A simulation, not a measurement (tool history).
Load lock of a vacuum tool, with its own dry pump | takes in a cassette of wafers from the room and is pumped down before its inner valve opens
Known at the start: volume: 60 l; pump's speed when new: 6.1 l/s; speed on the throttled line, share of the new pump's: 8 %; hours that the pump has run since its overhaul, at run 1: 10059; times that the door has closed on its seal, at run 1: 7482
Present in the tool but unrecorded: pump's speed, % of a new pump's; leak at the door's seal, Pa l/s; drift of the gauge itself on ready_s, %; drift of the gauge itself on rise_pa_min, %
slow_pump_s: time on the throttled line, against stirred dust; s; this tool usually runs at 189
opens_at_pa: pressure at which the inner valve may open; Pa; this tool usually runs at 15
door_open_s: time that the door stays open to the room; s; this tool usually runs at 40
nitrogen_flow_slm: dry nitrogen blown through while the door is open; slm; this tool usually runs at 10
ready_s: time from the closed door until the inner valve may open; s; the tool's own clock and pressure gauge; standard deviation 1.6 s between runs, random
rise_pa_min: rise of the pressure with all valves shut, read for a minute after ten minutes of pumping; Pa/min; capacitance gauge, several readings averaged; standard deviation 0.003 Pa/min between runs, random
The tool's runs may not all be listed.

run,day,slow_pump_s,opens_at_pa,door_open_s,nitrogen_flow_slm,hours that the pump has run since its overhaul,times that the door has closed on its seal,"incoming humidity of the room's air, %",ready_s,rise_pa_min
1,0.000,189,15,40,10,10059,7482,42.9,279.9,0.048
2,2.992,189,15,95,10,10130,7624,47.8,282.6,0.060
3,6.479,189,15,95,10,10214,7790,43.8,280.1,0.053
# day 9.521: dry pump taken out, an overhauled one fitted
4,10.454,189,15,95,10,22,7967,44.3,260.7,0.050
5,14.679,189,15,95,10,124,8167,44.1,260.3,0.053
6,16.821,189,15,40,13,175,8269,45.4,264.7,0.039
7,19.717,189,15,40,13,245,8407,44.0,258.7,0.043
8,22.579,189,15,40,13,313,8543,44.7,261.8,0.044
9,26.583,189,15,40,13,410,8733,46.2,261.9,0.046
10,29.196,189,15,40,10,472,8857,45.7,260.6,0.049
11,31.821,295,15,40,10,535,8982,44.1,359.6,0.047
12,33.575,189,15,40,26,577,9065,44.2,264.3,0.043
13,36.221,189,15,40,26,641,9191,46.4,262.9,0.048
14,38.904,189,15,40,26,705,9318,45.3,263.4,0.045
15,42.854,189,15,40,10,800,9506,43.7,258.7,0.049
16,46.354,189,15,40,10,884,9672,45.4,263.3,0.046
17,49.012,189,15,40,10,948,9799,44.8,265.3,0.050
18,53.246,189,15,40,10,1049,10000,45.1,265.7,0.056
19,57.333,189,15,40,10,1147,10194,45.5,259.6,0.054
20,60.917,189,15,40,10,1233,10364,44.1,261.2,0.055
21,63.662,143,15,40,42,1299,10495,40.7,220.5,0.044
22,66.450,183,15,142,10,1366,10627,44.8,254.6,0.072
23,69.517,183,15,142,10,1440,10773,44.2,260.9,0.071
24,72.462,161,17,142,10,1511,10913,41.6,235.8,0.075
25,75.171,307,15,84,8,1576,11041,46.8,372.2,0.075
26,78.104,161,15,56,12,1646,11181,44.7,238.9,0.062
27,81.479,189,15,40,5,1727,11341,47.0,261.2,0.064
28,83.538,189,15,82,5,1776,11439,46.6,266.5,0.070
29,85.621,189,15,82,5,1826,11538,45.8,261.2,0.078
30,88.692,189,15,82,5,1900,11684,44.2,264.2,0.077
31,92.504,325,17,112,6,1992,11865,46.8,387.5,0.077
32,95.721,325,17,112,31,2069,12018,48.4,383.1,0.067
33,98.058,201,21,149,20,2125,12129,44.5,272.5,0.072

Estimate the outcome of run 34 from the log above:
34,101.596,201,21,149,20,2210,12297,48.5,?,?

ready_s: 272.1 s
rise_pa_min: 0.072 Pa/min
Without the tool's hidden state the same run would have given ready_s 268.1 s, rise_pa_min 0.026 Pa/min.
